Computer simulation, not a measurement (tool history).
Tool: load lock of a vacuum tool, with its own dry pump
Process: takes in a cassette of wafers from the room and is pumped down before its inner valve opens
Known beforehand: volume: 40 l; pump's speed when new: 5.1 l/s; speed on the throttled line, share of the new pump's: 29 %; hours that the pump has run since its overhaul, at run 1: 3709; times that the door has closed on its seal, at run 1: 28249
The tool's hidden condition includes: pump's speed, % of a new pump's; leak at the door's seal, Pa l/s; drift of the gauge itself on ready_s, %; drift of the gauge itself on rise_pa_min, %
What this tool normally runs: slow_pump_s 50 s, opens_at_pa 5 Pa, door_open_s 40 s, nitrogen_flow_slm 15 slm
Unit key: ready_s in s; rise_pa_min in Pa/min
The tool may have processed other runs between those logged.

run	day	slow_pump_s	opens_at_pa	door_open_s	nitrogen_flow_slm	hours that the pump has run since its overhaul	times that the door has closed on its seal	incoming humidity of the room's air, %	ready_s	rise_pa_min
1	0	50	5	40	15	3709	28249	45.5	117.5	0.254
2	7.096	50	5	40	15	3879	28972	47	117.9	0.26
3	11.104	50	5	40	15	3975	29380	43.6	119.4	0.251
4	18.188	50	5	77	15	4145	30101	43.4	119.1	0.288
5	22.354	50	5	77	15	4246	30525	44.2	120.8	0.3
6	27.971	50	5	77	15	4380	31097	44.6	118.8	0.301
7	32.346	50	5	77	15	4485	31542	39.2	121	0.292
8	40.25	50	5	77	15	4675	32346	46.3	118.3	0.32
9	48.479	50	5	77	15	4872	33184	44.8	119.4	0.33
10	57.017	36	5	40	15	5077	34053	43.4	109.9	0.311
11	65.238	36	5	40	15	5275	34890	43.9	110.4	0.325
12	70.817	36	5	40	15	5409	35458	46.7	110.3	0.335
13	75.071	36	5	40	15	5511	35891	45.9	110.6	0.336
14	81.208	36	5	40	15	5658	36516	47.4	110.3	0.339
15	86.038	50	5	40	15	5774	37007	47.5	120.2	0.351
16	92.388	50	5	40	15	5926	37653	45	122.1	0.372
17	99.208	50	5	40	15	6090	38348	46.4	120.9	0.373
18	103.8	50	5	40	15	6200	38815	45.4	121.1	0.383
19	110.288	50	5	40	15	6356	39475	46.6	121.3	0.384
20	118.775	28	5	40	7	6560	40339	41.3	105	0.402
21	126.429	28	5	40	7	6743	41119	44.3	107	0.422
22	133.446	37	5	40	22	6912	41832	41.5	113.6	0.418
23	139.758	37	5	40	22	7063	42475	41.1	112.4	0.433
24	146.983	37	5	40	22	7237	43211	44.6	114.1	0.443
25	151.442	91	5	40	8	7344	43665	46.7	150	0.449
26	156.842	92	5	207	23	7473	44214	43.1	150.5	0.514
27	160.392	39	6	75	15	7558	44575	47.1	112.5	0.475
28	164.938	63	5	40	16	7667	45038	44.2	130.6	0.471
29	170.075	26	5	186	11	7791	45561	43.9	105.5	0.544
30	178.246	32	5	40	21	7987	46393	43.6	111.2	0.481
31	186.292	38	6	40	15	8180	47212	45	114.1	0.503
32	192.567	38	6	40	15	8331	47851	45.7	112.7	0.515
33	197.612	38	6	40	15	8452	48364	46.4	112.8	0.519
34	203.85	38	6	40	15	8601	48999	47.1	113.9	0.533
35	209.492	50	5	158	9	8737	49573	43.5	124.9	0.602
36	214.508	50	6	236	15	8857	50084	44.4	122.9	0.609
37	222.8	50	5	34	15	9056	50928	45	123.1	0.549

Measured less the same run without the tool's hidden state. The same run-to-run variation is in both; the gauge's scatter may not be:
run	ready_s	rise_pa_min
1	+2.9	+0.205
2	+3.1	+0.211
3	+3.2	+0.213
4	+3.5	+0.222
5	+3.6	+0.229
6	+3.8	+0.236
7	+3.9	+0.239
8	+4	+0.249
9	+4.3	+0.263
10	+4.8	+0.274
11	+5.2	+0.281
12	+5.2	+0.283
13	+5.4	+0.29
14	+5.4	+0.299
15	+5.2	+0.309
16	+5.5	+0.321
17	+5.6	+0.325
18	+5.7	+0.335
19	+5.9	+0.34
20	+6.8	+0.353
21	+7.1	+0.37
22	+7	+0.38
23	+7	+0.39
24	+7.3	+0.403
25	+5.7	+0.396
26	+6	+0.412
27	+7.3	+0.411
28	+7	+0.428
29	+8.2	+0.429
30	+8.5	+0.447
31	+8.3	+0.457
32	+8.4	+0.465
33	+8.5	+0.472
34	+8.7	+0.486
35	+8.8	+0.494
36	+8.5	+0.492
37	+9	+0.513

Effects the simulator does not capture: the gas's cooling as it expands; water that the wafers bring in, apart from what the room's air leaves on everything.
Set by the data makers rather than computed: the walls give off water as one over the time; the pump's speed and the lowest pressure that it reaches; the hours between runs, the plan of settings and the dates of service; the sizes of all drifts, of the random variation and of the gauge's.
